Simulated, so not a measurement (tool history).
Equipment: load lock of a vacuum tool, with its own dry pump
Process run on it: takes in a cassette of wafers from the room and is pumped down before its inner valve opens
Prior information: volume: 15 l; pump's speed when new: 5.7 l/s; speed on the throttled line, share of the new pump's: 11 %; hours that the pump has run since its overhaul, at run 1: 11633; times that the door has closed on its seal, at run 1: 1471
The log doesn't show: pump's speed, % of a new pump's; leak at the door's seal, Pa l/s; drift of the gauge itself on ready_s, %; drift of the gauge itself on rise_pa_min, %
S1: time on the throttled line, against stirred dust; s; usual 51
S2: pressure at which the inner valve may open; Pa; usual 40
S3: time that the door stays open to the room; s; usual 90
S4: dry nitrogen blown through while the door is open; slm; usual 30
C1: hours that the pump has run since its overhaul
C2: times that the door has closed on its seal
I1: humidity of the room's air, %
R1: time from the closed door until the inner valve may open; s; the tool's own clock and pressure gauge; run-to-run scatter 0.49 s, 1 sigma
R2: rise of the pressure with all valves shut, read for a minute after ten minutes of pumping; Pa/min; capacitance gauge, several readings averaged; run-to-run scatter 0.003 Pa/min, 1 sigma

run	hour	S1	S2	S3	S4	C1	C2	I1	R1	R2
1	0	51	40	90	30	11633	1471	45.2	68.4	0.032
2	142.2	51	40	90	30	11775	1704	46.6	68	0.037
3	270.9	51	40	90	30	11904	1915	46.8	67.5	0.037
4	336.5	51	40	42	30	11969	2023	45.4	68	0.031
5	433	51	40	90	30	12066	2181	45.8	68.3	0.036
6	569.8	51	40	90	30	12203	2406	44.7	68.1	0.033
7	686.5	51	40	87	30	12319	2597	44.4	68.2	0.033
8	755.1	51	40	90	30	12388	2710	44.8	68.9	0.028
9	903.3	51	40	90	30	12536	2953	43.4	68.3	0.032
10	988.5	51	40	90	30	12621	3093	43.1	68.5	0.029
11	1105.3	51	40	90	7	12738	3284	44.9	67.1	0.069
12	1248.9	51	40	90	7	12882	3520	48.9	68.4	0.078
13	1370.7	51	40	90	7	13003	3720	46.9	68.6	0.074
14	1495	51	40	90	7	13128	3923	45.2	68.4	0.07
15	1647.6	51	40	90	7	13280	4174	45	68.3	0.067
16	1807.3	51	40	90	30	13440	4436	43.7	68.8	0.037
17	1883.4	51	40	32	30	13516	4561	46.1	68.2	0.029
18	2017.1	51	40	32	30	13650	4780	45.9	68.1	0.037
19	2138.1	51	40	90	25	13771	4979	45.5	68.6	0.034
20	2247.4	51	30	90	30	13880	5158	44.9	69.2	0.034
21	2317.3	68	40	35	30	13950	5273	45.7	83	0.029
22	2453.1	68	40	35	30	14086	5496	42.8	83.7	0.029
23	2600.4	68	40	35	30	14233	5737	46.5	82.3	0.032
24	2718.7	51	50	90	30	14351	5931	43	68.6	0.038
25	2876.8	51	40	61	30	14510	6191	46.3	67.5	0.035
26	3037	61	56	53	13	14670	6454	40.1	75.9	0.047
27	3120.7	57	56	89	13	14753	6591	45.6	73.1	0.061
28	3222.8	51	73	90	9	14856	6758	46	66.4	0.072
29	3368.2	66	73	127	9	15001	6997	42.9	79.1	0.073
30	3442.4	66	73	127	9	15075	7119	46.5	81.3	0.082
31	3520	51	40	51	11	15153	7246	43	69	0.057
32	3600.5	51	40	51	11	15233	7378	43.4	69.5	0.052
33	3739.8	51	40	51	11	15373	7607	45	68.3	0.058
34	3804.4	51	40	51	11	15437	7713	43.9	68.3	0.055
35	3880.8	28	57	88	12	15514	7838	39.5	46.9	0.056
36	4040.2	67	36	90	30	15673	8099	40.9	82	0.038
37	4166.8	41	40	32	30	15800	8307	48.6	59.6	0.036
38	4265.5	40	28	90	5	15898	8469	44.4	59.7	0.091

Below are 3 alternative next runs, each starting from the tool's condition after run 38. Predict each:
A	4378.9	40	60	31	5	16012	8655	47.6	?	?
B	4378.9	40	28	90	24	16012	8655	42.2	?	?
C	4378.9	51	40	90	17	16012	8655	47.7	?	?

run	R1	R2
A	57.8	0.065
B	60.4	0.045
C	68.6	0.051
What these runs would have given with no unlogged condition in the tool:
run	R1	R2
A	55.5	0.053
B	57.7	0.033
C	66.3	0.039
